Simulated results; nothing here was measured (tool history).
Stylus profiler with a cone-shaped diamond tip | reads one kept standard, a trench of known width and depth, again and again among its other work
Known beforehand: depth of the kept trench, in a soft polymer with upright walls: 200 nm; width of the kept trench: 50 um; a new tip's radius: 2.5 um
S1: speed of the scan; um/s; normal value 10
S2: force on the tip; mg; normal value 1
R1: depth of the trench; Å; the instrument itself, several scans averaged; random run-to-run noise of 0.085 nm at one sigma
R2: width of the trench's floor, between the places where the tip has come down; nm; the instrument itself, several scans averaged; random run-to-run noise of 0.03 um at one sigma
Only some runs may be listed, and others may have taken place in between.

run 1 day=0 | S1=10 S2=1 | R1=1997.3 R2=47040
run 2 day=2.775 | S1=10 S2=1 | R1=1998.9 R2=47020
-- day=3.933 new tip fitted, height scale calibrated
run 3 day=5.604 | S1=17 S2=1 | R1=2007.3 R2=47970
run 4 day=8 | S1=17 S2=1 | R1=2007.6 R2=47920
run 5 day=10.075 | S1=17 S2=1 | R1=2005.6 R2=47960
run 6 day=12.846 | S1=10 S2=1 | R1=2002.8 R2=47900
run 7 day=15.579 | S1=10 S2=1 | R1=2004.8 R2=47850
run 8 day=18.583 | S1=10 S2=1 | R1=2003.6 R2=47810
run 9 day=21.671 | S1=10 S2=1 | R1=2005.4 R2=47720
run 10 day=23.029 | S1=10 S2=1 | R1=2003.2 R2=47690
run 11 day=24.558 | S1=10 S2=1 | R1=2003.7 R2=47740
run 12 day=25.904 | S1=10 S2=1 | R1=2003.5 R2=47680
run 13 day=28.667 | S1=10 S2=1 | R1=2002.7 R2=47690
run 14 day=30.408 | S1=10 S2=1 | R1=2002.5 R2=47670
run 15 day=33.175 | S1=10 S2=1 | R1=2002 R2=47590
run 16 day=36.054 | S1=16 S2=1 | R1=2001.1 R2=47570
run 17 day=38.138 | S1=16 S2=1 | R1=2002.6 R2=47540
run 18 day=40.871 | S1=10 S2=1 | R1=2001.1 R2=47490
run 19 day=43.662 | S1=10 S2=1 | R1=2001 R2=47500
run 20 day=45.308 | S1=10 S2=0.8 | R1=1999.3 R2=47470
run 21 day=46.8 | S1=10 S2=0.8 | R1=1999.1 R2=47470
run 22 day=49.371 | S1=10 S2=1 | R1=1999.5 R2=47390
run 23 day=51.692 | S1=10 S2=1 | R1=2002.4 R2=47310
run 24 day=54.254 | S1=10 S2=1 | R1=1999.5 R2=47310
run 25 day=55.975 | S1=4 S2=0.42 | R1=1997.2 R2=47330
run 26 day=58.396 | S1=3 S2=0.42 | R1=1996.7 R2=47290
run 27 day=59.992 | S1=5 S2=1.41 | R1=2001.8 R2=47320
run 28 day=63.083 | S1=8 S2=0.49 | R1=1996.2 R2=47150
run 29 day=65.821 | S1=8 S2=0.49 | R1=1996.3 R2=47230
run 30 day=67.992 | S1=7 S2=0.56 | R1=1997.7 R2=47220
run 31 day=70.717 | S1=3 S2=0.95 | R1=1996.7 R2=47180
-- day=70.929 height scale calibrated on a step standard
run 32 day=72.929 | S1=3 S2=0.95 | R1=1991.1 R2=47180
run 33 day=75.938 | S1=19 S2=0.95 | R1=1991 R2=47070
run 34 day=78.021 | S1=12 S2=2.08 | R1=1996.4 R2=47060
run 35 day=80.862 | S1=13 S2=0.98 | R1=1991.4 R2=47020
run 36 day=83.358 | S1=2 S2=2.36 | R1=1995.2 R2=47070
-- day=85.808 new tip fitted, height scale calibrated
run 37 day=86.246 | S1=2 S2=2.36 | R1=2010.7 R2=48020
run 38 day=89.221 | S1=2 S2=2.36 | R1=2009.7 R2=47960
-- day=89.458 height scale calibrated on a step standard, once more
run 39 day=90.65 | S1=8 S2=0.62 | R1=2004.7 R2=47920
run 40 day=92.083 | S1=8 S2=0.62 | R1=2003.5 R2=47840
run 41 day=94.938 | S1=8 S2=0.62 | R1=2004 R2=47830
run 42 day=97.829 | S1=8 S2=0.62 | R1=2003.9 R2=47800
run 43 day=100.05 | S1=6 S2=0.47 | R1=2002 R2=47710
run 44 day=101.85 | S1=10 S2=2.63 | R1=2011 R2=47740
run 45 day=103.371 | S1=6 S2=2.01 | R1=2008.8 R2=47740
run 46 day=105.867 | S1=10 S2=0.43 | R1=2001.6 R2=47620
run 47 day=108.783 | S1=3 S2=1.74 | R1=2007.6 R2=47710

Forecast each of these 3 alternatives for the next run:
run A day=110.5 | S1=10 S2=0.78 | R1=? R2=?
run B day=110.5 | S1=26 S2=1.62 | R1=? R2=?
run C day=110.5 | S1=10 S2=0.84 | R1=? R2=?

run=A R1=2004.5 R2=47580
run=B R1=2007.2 R2=47580
run=C R1=2002.4 R2=47620
Had the tool no hidden state, the same runs would have come out as:
run=A R1=2007 R2=47960
run=B R1=2009.7 R2=47960
run=C R1=2004.9 R2=48010
